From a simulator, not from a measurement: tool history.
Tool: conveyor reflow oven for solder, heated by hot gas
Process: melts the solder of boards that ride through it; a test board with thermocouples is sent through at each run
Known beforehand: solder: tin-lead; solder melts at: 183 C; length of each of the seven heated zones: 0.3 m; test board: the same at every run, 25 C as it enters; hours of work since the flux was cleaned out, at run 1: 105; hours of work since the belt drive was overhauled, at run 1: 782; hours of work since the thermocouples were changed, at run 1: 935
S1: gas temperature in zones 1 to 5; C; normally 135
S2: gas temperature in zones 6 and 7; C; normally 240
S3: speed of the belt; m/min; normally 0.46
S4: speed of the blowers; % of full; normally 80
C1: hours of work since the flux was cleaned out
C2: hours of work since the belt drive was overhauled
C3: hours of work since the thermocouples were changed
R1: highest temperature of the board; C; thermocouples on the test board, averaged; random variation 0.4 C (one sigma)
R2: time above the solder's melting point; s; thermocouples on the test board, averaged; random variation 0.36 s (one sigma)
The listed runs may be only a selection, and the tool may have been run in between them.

Run 1, day 0: usual settings; C1 105; C2 782; C3 935. Result: R1 224.1 C, R2 62.9 s.
Run 2, day 2.004: usual settings but S1 127 C; C1 133; C2 810; C3 963. Result: R1 222.4 C, R2 58.1 s.
At day 2.746: thermocouples of zones 6 and 7 changed.
Run 3, day 3.854: usual settings but S1 127 C; C1 158; C2 836; C3 16. Result: R1 218 C, R2 56.4 s.
Run 4, day 6.679: usual settings but S1 127 C; C1 199; C2 876; C3 56. Result: R1 218.1 C, R2 56 s.
Run 5, day 9.058: usual settings but S1 127 C; C1 233; C2 910; C3 90. Result: R1 218.6 C, R2 56.2 s.
Run 6, day 12.096: usual settings but S1 127 C; C1 276; C2 953; C3 133. Result: R1 217.4 C, R2 55.8 s.
Run 7, day 13.558: usual settings but S2 229 C; C1 297; C2 974; C3 154. Result: R1 210.4 C, R2 50.9 s.
Run 8, day 15.538: usual settings but S2 229 C; C1 325; C2 1002; C3 183. Result: R1 209.6 C, R2 51.1 s.
Run 9, day 18.233: usual settings but S2 229 C; C1 364; C2 1041; C3 221. Result: R1 209.6 C, R2 49.8 s.
Run 10, day 20.421: usual settings but S3 0.401 m/min; C1 395; C2 1072; C3 252. Result: R1 222.6 C, R2 72.1 s.
At day 20.892: belt drive overhauled, speed set with a stopwatch.
Run 11, day 22.258: usual settings; C1 419; C2 19; C3 276. Result: R1 217.4 C, R2 59 s.
At day 24.546: flux residue cleaned out of gas plates and filters.
Run 12, day 25.729: usual settings; C1 17; C2 66; C3 323. Result: R1 222.8 C, R2 63.1 s.
Run 13, day 28.025: usual settings; C1 50; C2 99; C3 355. Result: R1 222.3 C, R2 63.2 s.
Run 14, day 30.95: usual settings; C1 91; C2 141; C3 397. Result: R1 222.7 C, R2 62.3 s.
Run 15, day 33.221: usual settings but S1 147 C, S2 242 C, S3 0.476 m/min; C1 124; C2 173; C3 429. Result: R1 225.1 C, R2 66.9 s.
Run 16, day 36.496: usual settings but S1 147 C, S2 242 C, S3 0.476 m/min; C1 170; C2 220; C3 476. Result: R1 224.5 C, R2 66.4 s.
Run 17, day 38.071: usual settings but S1 147 C, S2 237 C, S3 0.398 m/min; C1 193; C2 242; C3 499. Result: R1 226.5 C, R2 80.6 s.
At day 40.012: belt drive overhauled, speed set with a stopwatch, once more.
Run 18, day 41.8: usual settings but S1 147 C, S2 237 C, S3 0.398 m/min; C1 244; C2 26; C3 549. Result: R1 224.3 C, R2 77.9 s.
Run 19, day 43.267: usual settings but S1 137 C, S2 230 C, S3 0.41 m/min, S4 72 % of full; C1 265; C2 46; C3 570. Result: R1 214.2 C, R2 62.2 s.
Run 20, day 44.742: usual settings but S1 126 C, S2 249 C, S3 0.514 m/min, S4 85 % of full; C1 286; C2 68; C3 591. Result: R1 222.1 C, R2 51.6 s.
Run 21, day 46.871: usual settings but S1 143 C, S2 252 C, S3 0.452 m/min, S4 65 % of full; C1 316; C2 98; C3 622. Result: R1 229 C, R2 69.1 s.

Branching from run 21: 3 alternative next runs. What would each branch give?
Run A, day 48.846: usual settings but S1 144 C, S4 63 % of full; C1 344; C2 126; C3 650. Result: R1 ?, R2 ?.
Run B, day 48.846: usual settings but S1 128 C, S2 252 C, S3 0.452 m/min, S4 72 % of full; C1 344; C2 126; C3 650. Result: R1 ?, R2 ?.
Run C, day 48.846: usual settings; C1 344; C2 126; C3 650. Result: R1 ?, R2 ?.

run     R1    R2
  A  218.5  59.2
  B  226.6  62.3
  C  219.7    59
Take away the tool's hidden state, keep each run's random variation, and the runs would have read:
run     R1    R2
  A  220.4  61.3
  B  229.4  64.4
  C    222  61.3

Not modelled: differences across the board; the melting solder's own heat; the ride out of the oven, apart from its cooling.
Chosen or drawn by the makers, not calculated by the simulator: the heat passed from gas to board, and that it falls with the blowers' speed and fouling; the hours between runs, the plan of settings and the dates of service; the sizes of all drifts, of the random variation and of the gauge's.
